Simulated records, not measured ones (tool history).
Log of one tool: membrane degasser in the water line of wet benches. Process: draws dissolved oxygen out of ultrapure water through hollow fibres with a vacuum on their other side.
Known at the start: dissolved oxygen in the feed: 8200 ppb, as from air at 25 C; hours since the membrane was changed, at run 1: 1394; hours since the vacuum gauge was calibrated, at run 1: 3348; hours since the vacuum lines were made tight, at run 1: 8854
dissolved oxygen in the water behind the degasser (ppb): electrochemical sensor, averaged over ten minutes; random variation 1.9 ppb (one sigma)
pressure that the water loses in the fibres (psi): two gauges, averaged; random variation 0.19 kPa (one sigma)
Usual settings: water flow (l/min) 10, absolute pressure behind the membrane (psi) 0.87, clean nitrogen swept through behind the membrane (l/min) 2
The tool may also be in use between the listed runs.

run,hour,water flow (l/min),absolute pressure behind the membrane (psi),clean nitrogen swept through behind the membrane (l/min),hours since the membrane was changed,hours since the vacuum gauge was calibrated,hours since the vacuum lines were made tight,dissolved oxygen in the water behind the degasser (ppb),pressure that the water loses in the fibres (psi)
1,0,10,0.87,2,1394,3348,8854,192.4,5.786
2,61.9,10,0.87,2,1456,3410,8916,188.4,5.79
3,188.9,10,0.87,2,1583,3537,9043,194.1,5.774
4,252.9,10,0.87,2,1647,3601,9107,187.4,5.745
5,366.7,13,0.87,2,1761,3715,9221,382.1,7.527
6,425.8,13,0.87,2.65,1820,3774,9280,365.9,7.52
7,503.3,10,0.856,2,1897,3851,9358,189.8,5.77
8,630.5,10,0.856,1.05,2025,3979,9485,223.1,5.775
9,710.1,10,0.87,2,2104,4058,9564,191.7,5.784
10,820.8,10,0.87,2,2215,4169,9675,191.2,5.794
11,882.9,10,0.87,2,2277,4231,9737,192,5.79
12,978.4,10,0.87,1.99,2373,4327,9833,193.7,5.791
13,1096.7,10,0.87,1.99,2491,4445,9951,194.7,5.777
14,1228.6,10,0.87,2,2623,4577,10083,191.5,5.861
15,1356.7,10,0.87,2,2751,4705,10211,193.9,5.868
16,1436.7,10,0.532,1.01,2831,4785,10291,173.8,5.833
17,1529.7,6,0.87,2,2924,4878,10384,41.1,3.559
18,1639.3,6,0.87,2,3034,4987,10494,41.3,3.511
19,1711.3,16,0.87,2,3106,5059,10566,610.2,9.284
20,1767.7,8,0.87,0.92,3162,5116,10622,129.4,4.711
21,1887.8,14,1.955,2,3282,5236,10742,559,8.193
22,1944.6,10,1.727,0.93,3339,5293,10799,362.6,5.909
23,2019.5,10,1.727,0.93,3414,5368,10874,364.5,5.868
24,2096.5,8,0.745,5.69,3491,5445,10951,79,4.712
25,2164.9,7,0.87,1.41,3559,5513,11019,76,4.139
26,2264.9,9,1.227,4.43,3659,5613,11119,137,5.284
27,2390.7,9,1.227,4.43,3785,5739,11245,136.7,5.255
28,2465.2,15,0.711,2.36,3859,5813,11320,504.2,8.846
29,2588.9,15,0.711,2.36,3983,5937,11443,508.3,8.914
30,2664.9,14,0.699,2.75,4059,6013,11519,435.3,8.269

4 ways to go on from here, each from the tool as it stands after run 30. What would each give?
A,2757.7,16,0.87,4.69,4152,6106,11612,?,?
B,2757.7,11,0.635,0.89,4152,6106,11612,?,?
C,2757.7,14,0.699,2.73,4152,6106,11612,?,?
D,2757.7,10,0.87,0.99,4152,6106,11612,?,?

run,dissolved oxygen in the water behind the degasser (ppb),pressure that the water loses in the fibres (psi)
A,574.4,9.509
B,246,6.488
C,432.7,8.273
D,221.6,5.926
Without the tool's hidden state the same runs would have given:
run,dissolved oxygen in the water behind the degasser (ppb),pressure that the water loses in the fibres (psi)
A,573.9,9.272
B,245.7,6.324
C,432.3,8.066
D,221.3,5.778
